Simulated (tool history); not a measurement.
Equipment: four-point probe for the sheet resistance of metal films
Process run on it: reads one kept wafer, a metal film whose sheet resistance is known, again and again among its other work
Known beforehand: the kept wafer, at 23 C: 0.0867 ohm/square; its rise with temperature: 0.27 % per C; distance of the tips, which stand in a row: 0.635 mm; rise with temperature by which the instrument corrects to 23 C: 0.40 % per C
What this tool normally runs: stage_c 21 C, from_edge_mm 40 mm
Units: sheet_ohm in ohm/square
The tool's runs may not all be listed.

Run 1, day 0: usual settings. Result: sheet_ohm 0.087093 ohm/square.
Run 2, day 0.458: usual settings but from_edge_mm 15 mm. Result: sheet_ohm 0.087161 ohm/square.
Run 3, day 0.912: usual settings but from_edge_mm 15 mm. Result: sheet_ohm 0.087153 ohm/square.
Run 4, day 1.429: usual settings but from_edge_mm 5 mm. Result: sheet_ohm 0.087821 ohm/square.
Run 5, day 1.983: usual settings but from_edge_mm 5 mm. Result: sheet_ohm 0.087831 ohm/square.
Run 6, day 2.288: usual settings but from_edge_mm 5 mm. Result: sheet_ohm 0.087813 ohm/square.
Run 7, day 2.938: usual settings but stage_c 19 C. Result: sheet_ohm 0.087322 ohm/square.
Run 8, day 3.617: usual settings but stage_c 19 C. Result: sheet_ohm 0.087329 ohm/square.
Run 9, day 4.108: usual settings but stage_c 18 C, from_edge_mm 9 mm. Result: sheet_ohm 0.087685 ohm/square.
Run 10, day 4.662: usual settings but stage_c 27 C. Result: sheet_ohm 0.086449 ohm/square.
Run 11, day 5.033: usual settings but stage_c 27 C. Result: sheet_ohm 0.08647 ohm/square.
Run 12, day 5.375: usual settings but stage_c 30 C, from_edge_mm 54 mm. Result: sheet_ohm 0.086162 ohm/square.
Run 13, day 6.075: usual settings but stage_c 30 C, from_edge_mm 54 mm. Result: sheet_ohm 0.086176 ohm/square.
Run 14, day 6.704: usual settings but stage_c 26 C, from_edge_mm 20 mm. Result: sheet_ohm 0.086614 ohm/square.
Run 15, day 7.212: usual settings but stage_c 24 C. Result: sheet_ohm 0.086808 ohm/square.
Run 16, day 7.638: usual settings but stage_c 24 C. Result: sheet_ohm 0.08677 ohm/square.

What if the next run were any one of these 5? Each begins from the tool's condition after run 16:
Run A, day 8.146: usual settings but stage_c 34 C, from_edge_mm 5 mm. Result: sheet_ohm ?.
Run B, day 8.146: usual settings but stage_c 18 C, from_edge_mm 69 mm. Result: sheet_ohm ?.
Run C, day 8.146: usual settings but stage_c 23 C, from_edge_mm 29 mm. Result: sheet_ohm ?.
Run D, day 8.146: usual settings but stage_c 28 C, from_edge_mm 10 mm. Result: sheet_ohm ?.
Run E, day 8.146: usual settings but stage_c 18 C, from_edge_mm 30 mm. Result: sheet_ohm ?.

run  sheet_ohm
  A    0.08649
  B   0.087451
  C   0.086922
  D   0.086564
  E   0.087476
Take away the tool's hidden state, keep each run's random variation, and the runs would have read:
run  sheet_ohm
  A   0.086289
  B   0.087249
  C   0.086721
  D   0.086363
  E   0.087275

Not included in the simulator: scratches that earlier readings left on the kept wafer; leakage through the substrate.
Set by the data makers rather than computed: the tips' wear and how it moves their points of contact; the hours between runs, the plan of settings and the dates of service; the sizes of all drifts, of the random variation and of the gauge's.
